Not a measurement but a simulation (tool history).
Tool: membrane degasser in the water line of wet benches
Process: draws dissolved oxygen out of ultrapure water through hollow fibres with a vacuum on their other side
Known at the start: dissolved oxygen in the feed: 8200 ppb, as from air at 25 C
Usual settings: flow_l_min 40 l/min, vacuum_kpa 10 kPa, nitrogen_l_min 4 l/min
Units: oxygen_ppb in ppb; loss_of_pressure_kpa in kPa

| run | hour | flow_l_min | vacuum_kpa | nitrogen_l_min | oxygen_ppb | loss_of_pressure_kpa |
|---|---|---|---|---|---|---|
| 1 | 0 | 40 | 10 | 4 | 180.8 | 56.18 |
| 2 | 77.7 | 40 | 10 | 4 | 182.4 | 56.29 |
| 3 | 148.7 | 40 | 10 | 4 | 184.2 | 56.96 |
| 4 | 217.4 | 40 | 10 | 1.73 | 361.6 | 56.98 |
| 5 | 255.1 | 40 | 10 | 5.82 | 138.4 | 56.68 |
| 6 | 331.1 | 40 | 10 | 5.82 | 137.2 | 56.58 |
| 7 | 396.7 | 59 | 10 | 4 | 335.3 | 83.57 |
| 8 | 464.4 | 59 | 10 | 4 | 339.5 | 83.41 |
| 9 | 540.6 | 59 | 10 | 4 | 336.6 | 83.56 |
| 10 | 612 | 59 | 10 | 4 | 341 | 83.66 |
| 11 | 660.9 | 40 | 10 | 3.6 | 200.4 | 56.6 |
| 12 | 728.3 | 40 | 10 | 3.6 | 202 | 56.87 |
| 13 | 802.7 | 40 | 10 | 6.01 | 136.6 | 57 |
| 14 | 857.6 | 40 | 10 | 4 | 186 | 56.7 |
| 15 | 942.3 | 40 | 10 | 4 | 184.8 | 56.97 |
| 16 | 1024 | 40 | 10 | 4 | 187 | 56.82 |
| 17 | 1064.9 | 32 | 10 | 4 | 139.8 | 45.49 |
| 18 | 1132.5 | 44 | 10 | 4 | 213.7 | 62.59 |
| 19 | 1218.7 | 44 | 10 | 4 | 213.6 | 62.87 |
| 20 | 1280.2 | 45 | 10 | 2.6 | 304.6 | 64.39 |
| 21 | 1346.7 | 45 | 10 | 2.6 | 304 | 64.45 |
| 22 | 1433 | 45 | 19.1 | 2.6 | 624.7 | 64.39 |
| 23 | 1478.9 | 62 | 20.2 | 2.63 | 934.1 | 87.66 |
| 24 | 1548.4 | 45 | 10.7 | 4 | 240.6 | 64.24 |
| 25 | 1586.7 | 47 | 11 | 4 | 265.4 | 67.12 |
| 26 | 1646.2 | 47 | 11 | 4 | 265.2 | 67.05 |
| 27 | 1697.1 | 47 | 11 | 4 | 268.8 | 67.42 |
| 28 | 1770.1 | 46 | 11.8 | 2.82 | 361.7 | 66.02 |
| 29 | 1816 | 24 | 16.4 | 4 | 193.7 | 34.53 |
| 30 | 1898.4 | 24 | 16.4 | 4 | 193 | 34.66 |
| 31 | 1981.5 | 49 | 22.8 | 2.29 | 905.6 | 70.2 |

5 ways to go on from here, each from the tool as it stands after run 31. What would each give?
| A | 2065.2 | 46 | 6.3 | 3.06 | ? | ? |
| B | 2065.2 | 48 | 10 | 4 | ? | ? |
| C | 2065.2 | 27 | 14.6 | 9.2 | ? | ? |
| D | 2065.2 | 54 | 9.2 | 5.74 | ? | ? |
| E | 2065.2 | 27 | 10 | 4 | ? | ? |

| run | oxygen_ppb | loss_of_pressure_kpa |
|---|---|---|
| A | 158.3 | 65.92 |
| B | 249.8 | 68.93 |
| C | 87.5 | 38.77 |
| D | 230.4 | 77.48 |
| E | 116.8 | 38.59 |
Without the tool's hidden state the same runs would have given:
| run | oxygen_ppb | loss_of_pressure_kpa |
|---|---|---|
| A | 143.7 | 63.32 |
| B | 234.3 | 66.23 |
| C | 84.4 | 37.25 |
| D | 211 | 74.44 |
| E | 112.2 | 37.07 |

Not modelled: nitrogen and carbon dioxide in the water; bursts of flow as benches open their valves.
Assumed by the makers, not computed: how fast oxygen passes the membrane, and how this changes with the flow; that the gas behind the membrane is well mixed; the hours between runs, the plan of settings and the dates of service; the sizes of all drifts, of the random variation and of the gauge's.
